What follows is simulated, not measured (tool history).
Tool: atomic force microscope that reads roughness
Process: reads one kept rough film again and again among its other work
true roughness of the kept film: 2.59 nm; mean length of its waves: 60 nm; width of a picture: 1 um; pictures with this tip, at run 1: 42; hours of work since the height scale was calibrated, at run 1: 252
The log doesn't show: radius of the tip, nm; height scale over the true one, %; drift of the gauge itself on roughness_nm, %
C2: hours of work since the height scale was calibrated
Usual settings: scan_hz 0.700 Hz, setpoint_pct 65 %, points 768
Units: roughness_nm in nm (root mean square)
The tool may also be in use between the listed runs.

Run 1, hour 0.0: usual settings; pictures with this tip 42; C2 252. Result: roughness_nm 2.382 nm (root mean square).
At hour 30.1: new tip fitted.
Run 2, hour 43.8: usual settings; pictures with this tip 15; C2 274. Result: roughness_nm 2.443 nm (root mean square).
Run 3, hour 69.8: usual settings; pictures with this tip 44; C2 288. Result: roughness_nm 2.389 nm (root mean square).
At hour 98.7: new tip fitted.
Run 4, hour 105.4: usual settings; pictures with this tip 7; C2 306. Result: roughness_nm 2.459 nm (root mean square).
Run 5, hour 131.0: usual settings; pictures with this tip 36; C2 319. Result: roughness_nm 2.396 nm (root mean square).
At hour 164.8: new tip fitted.
Run 6, hour 191.6: usual settings; pictures with this tip 30; C2 351. Result: roughness_nm 2.412 nm (root mean square).
At hour 233.8: new tip fitted.
Run 7, hour 243.9: usual settings but points 257; pictures with this tip 11; C2 378. Result: roughness_nm 2.422 nm (root mean square).
Run 8, hour 277.7: usual settings but points 276; pictures with this tip 48; C2 395. Result: roughness_nm 2.357 nm (root mean square).
At hour 305.0: new tip fitted.
Run 9, hour 326.3: usual settings; pictures with this tip 24; C2 420. Result: roughness_nm 2.411 nm (root mean square).
At hour 371.7: new tip fitted.
Run 10, hour 380.4: usual settings but points 1007; pictures with this tip 10; C2 448. Result: roughness_nm 2.441 nm (root mean square).
At hour 438.3: new tip fitted.
Run 11, hour 438.3: usual settings but points 1007; pictures with this tip 0; C2 478. Result: roughness_nm 2.440 nm (root mean square).
Run 12, hour 473.7: usual settings but points 1007; pictures with this tip 39; C2 497. Result: roughness_nm 2.385 nm (root mean square).
At hour 506.7: new tip fitted.
Run 13, hour 528.9: usual settings but setpoint_pct 63 %; pictures with this tip 25; C2 525. Result: roughness_nm 2.423 nm (root mean square).
At hour 533.6: height scale calibrated on a step standard.
Run 14, hour 570.3: usual settings but setpoint_pct 63 %; pictures with this tip 69; C2 19. Result: roughness_nm 2.335 nm (root mean square).
At hour 576.4: new tip fitted.
Run 15, hour 598.4: usual settings but scan_hz 3.696 Hz, setpoint_pct 63 %; pictures with this tip 25; C2 34. Result: roughness_nm 2.189 nm (root mean square).
At hour 644.2: new tip fitted.
Run 16, hour 655.0: usual settings but scan_hz 3.696 Hz, setpoint_pct 63 %; pictures with this tip 12; C2 63. Result: roughness_nm 2.191 nm (root mean square).
Run 17, hour 708.4: usual settings but points 419; pictures with this tip 71; C2 91. Result: roughness_nm 2.309 nm (root mean square).
At hour 713.1: new tip fitted.
Run 18, hour 767.0: usual settings but points 419; pictures with this tip 59; C2 121. Result: roughness_nm 2.325 nm (root mean square).
At hour 784.2: height scale calibrated on a step standard, once more.
At hour 784.7: new tip fitted.
Run 19, hour 794.4: usual settings but scan_hz 0.732 Hz, setpoint_pct 58 %, points 419; pictures with this tip 10; C2 5. Result: roughness_nm 2.473 nm (root mean square).
Run 20, hour 845.7: usual settings but scan_hz 1.650 Hz, setpoint_pct 58 %, points 475; pictures with this tip 67; C2 32. Result: roughness_nm 2.325 nm (root mean square).
At hour 852.4: new tip fitted.
Run 21, hour 896.0: usual settings but scan_hz 1.650 Hz, setpoint_pct 58 %, points 475; pictures with this tip 48; C2 58. Result: roughness_nm 2.354 nm (root mean square).
At hour 919.7: new tip fitted.
Run 22, hour 957.1: usual settings but scan_hz 1.650 Hz, setpoint_pct 58 %, points 475; pictures with this tip 41; C2 89. Result: roughness_nm 2.360 nm (root mean square).
At hour 986.7: new tip fitted.
Run 23, hour 1015.5: usual settings but scan_hz 1.086 Hz, setpoint_pct 61 %, points 475; pictures with this tip 32; C2 120. Result: roughness_nm 2.381 nm (root mean square).
Run 24, hour 1047.5: usual settings but scan_hz 0.892 Hz, setpoint_pct 72 %, points 1020; pictures with this tip 67; C2 136. Result: roughness_nm 2.280 nm (root mean square).
At hour 1053.3: new tip fitted.
Run 25, hour 1084.7: usual settings but scan_hz 1.524 Hz, setpoint_pct 70 %; pictures with this tip 34; C2 155. Result: roughness_nm 2.301 nm (root mean square).
Run 26, hour 1111.1: usual settings but setpoint_pct 89 %, points 752; pictures with this tip 63; C2 169. Result: roughness_nm 2.205 nm (root mean square).
At hour 1124.3: new tip fitted.
Run 27, hour 1137.4: usual settings but setpoint_pct 89 %, points 752; pictures with this tip 15; C2 183. Result: roughness_nm 2.266 nm (root mean square).
Run 28, hour 1185.3: usual settings but scan_hz 0.913 Hz, points 692; pictures with this tip 67; C2 208. Result: roughness_nm 2.304 nm (root mean square).
At hour 1190.7: new tip fitted.
Run 29, hour 1241.8: usual settings but scan_hz 0.913 Hz, points 692; pictures with this tip 56; C2 237. Result: roughness_nm 2.339 nm (root mean square).
At hour 1261.8: new tip fitted.
Run 30, hour 1272.0: usual settings but scan_hz 0.913 Hz, points 692; pictures with this tip 12; C2 252. Result: roughness_nm 2.414 nm (root mean square).
Run 31, hour 1313.4: usual settings but scan_hz 3.388 Hz, setpoint_pct 58 %, points 334; pictures with this tip 57; C2 274. Result: roughness_nm 2.243 nm (root mean square).
At hour 1327.6: new tip fitted.
Run 32, hour 1356.8: usual settings but scan_hz 3.388 Hz, setpoint_pct 58 %, points 334; pictures with this tip 32; C2 296. Result: roughness_nm 2.282 nm (root mean square).
At hour 1396.4: new tip fitted.
Run 33, hour 1415.9: usual settings but scan_hz 0.868 Hz, setpoint_pct 73 %, points 510; pictures with this tip 22; C2 327. Result: roughness_nm 2.363 nm (root mean square).

Hidden state at the last listed run before each entry between runs and at the first one after, where it differs:
Between runs 1 and 2: new tip fitted (hour 30.1)
  radius of the tip, nm: 21.1 -> 11.2; height scale over the true one, %: -0.28 -> -0.3
  measured less the result without the state, roughness_nm: -0.101 -> -0.036 nm (root mean square)
Between runs 3 and 4: new tip fitted (hour 98.7)
  radius of the tip, nm: 19.3 -> 9.4; height scale over the true one, %: -0.31 -> -0.33
  measured less the result without the state, roughness_nm: -0.090 -> -0.025 nm (root mean square)
Between runs 5 and 6: new tip fitted (hour 164.8)
  radius of the tip, nm: 17.5 -> 16; height scale over the true one, %: -0.34 -> -0.37
  measured less the result without the state, roughness_nm: -0.078 -> -0.070 nm (root mean square)
Between runs 6 and 7: new tip fitted (hour 233.8)
  radius of the tip, nm: 16 -> 10.9; height scale over the true one, %: -0.37 -> -0.4
  measured less the result without the state, roughness_nm: -0.070 -> -0.036 nm (root mean square)
Between runs 8 and 9: new tip fitted (hour 305.0)
  radius of the tip, nm: 21.8 -> 13.7; height scale over the true one, %: -0.41 -> -0.43
  measured less the result without the state, roughness_nm: -0.107 -> -0.056 nm (root mean square)
Between runs 9 and 10: new tip fitted (hour 371.7)
  radius of the tip, nm: 13.7 -> 10; height scale over the true one, %: -0.43 -> -0.46
  measured less the result without the state, roughness_nm: -0.056 -> -0.032 nm (root mean square)
Between runs 10 and 11: new tip fitted (hour 438.3)
  radius of the tip, nm: 10 -> 7.8; height scale over the true one, %: -0.46 -> -0.49
  measured less the result without the state, roughness_nm: -0.032 -> -0.017 nm (root mean square)
Between runs 12 and 13: new tip fitted (hour 506.7)
  radius of the tip, nm: 19.2 -> 14.4; height scale over the true one, %: -0.5 -> -0.53
  measured less the result without the state, roughness_nm: -0.093 -> -0.063 nm (root mean square)
Between runs 13 and 14: height scale calibrated on a step standard (hour 533.6)
  radius of the tip, nm: 14.4 -> 26.3; height scale over the true one, %: -0.53 -> -0.8
  measured less the result without the state, roughness_nm: -0.063 -> -0.145 nm (root mean square)
Between runs 14 and 15: new tip fitted (hour 576.4)
  radius of the tip, nm: 26.3 -> 13.6; height scale over the true one, %: -0.8 -> -0.81
  measured less the result without the state, roughness_nm: -0.145 -> -0.058 nm (root mean square)
Between runs 15 and 16: new tip fitted (hour 644.2)
  radius of the tip, nm: 13.6 -> 11.1; height scale over the true one, %: -0.81 -> -0.84
  measured less the result without the state, roughness_nm: -0.058 -> -0.044 nm (root mean square)
Between runs 17 and 18: new tip fitted (hour 713.1)
  radius of the tip, nm: 28.7 -> 22.9; height scale over the true one, %: -0.86 -> -0.89
  measured less the result without the state, roughness_nm: -0.161 -> -0.125 nm (root mean square)
Between runs 18 and 19: height scale calibrated on a step standard, once more (hour 784.2); new tip fitted (hour 784.7)
  radius of the tip, nm: 22.9 -> 10.4; height scale over the true one, %: -0.89 -> 0.01
  measured less the result without the state, roughness_nm: -0.125 -> -0.023 nm (root mean square)
Between runs 20 and 21: new tip fitted (hour 852.4)
  radius of the tip, nm: 26.5 -> 21.5; height scale over the true one, %: -0.01 -> -0.04
  measured less the result without the state, roughness_nm: -0.126 -> -0.096 nm (root mean square)
Between runs 21 and 22: new tip fitted (hour 919.7)
  radius of the tip, nm: 21.5 -> 19.8; height scale over the true one, %: -0.04 -> -0.07
  measured less the result without the state, roughness_nm: -0.096 -> -0.086 nm (root mean square)
Between runs 22 and 23: new tip fitted (hour 986.7)
  radius of the tip, nm: 19.8 -> 16.5; height scale over the true one, %: -0.07 -> -0.09
  measured less the result without the state, roughness_nm: -0.086 -> -0.065 nm (root mean square)
Between runs 24 and 25: new tip fitted (hour 1053.3)
  radius of the tip, nm: 27 -> 16.8; height scale over the true one, %: -0.11 -> -0.13
  measured less the result without the state, roughness_nm: -0.130 -> -0.066 nm (root mean square)
Between runs 26 and 27: new tip fitted (hour 1124.3)
  radius of the tip, nm: 25.1 -> 12.4; height scale over the true one, %: -0.14 -> -0.15
  measured less the result without the state, roughness_nm: -0.114 -> -0.038 nm (root mean square)
Between runs 28 and 29: new tip fitted (hour 1190.7)
  radius of the tip, nm: 27.8 -> 23.8; height scale over the true one, %: -0.18 -> -0.2
  measured less the result without the state, roughness_nm: -0.138 -> -0.115 nm (root mean square)
Between runs 29 and 30: new tip fitted (hour 1261.8)
  radius of the tip, nm: 23.8 -> 10.6; height scale over the true one, %: -0.2 -> -0.22
  measured less the result without the state, roughness_nm: -0.115 -> -0.030 nm (root mean square)
Between runs 31 and 32: new tip fitted (hour 1327.6)
  radius of the tip, nm: 23 -> 16.6; height scale over the true one, %: -0.24 -> -0.26
  measured less the result without the state, roughness_nm: -0.105 -> -0.067 nm (root mean square)
Between runs 32 and 33: new tip fitted (hour 1396.4)
  radius of the tip, nm: 16.6 -> 13.9; height scale over the true one, %: -0.26 -> -0.29
  measured less the result without the state, roughness_nm: -0.067 -> -0.053 nm (root mean square)

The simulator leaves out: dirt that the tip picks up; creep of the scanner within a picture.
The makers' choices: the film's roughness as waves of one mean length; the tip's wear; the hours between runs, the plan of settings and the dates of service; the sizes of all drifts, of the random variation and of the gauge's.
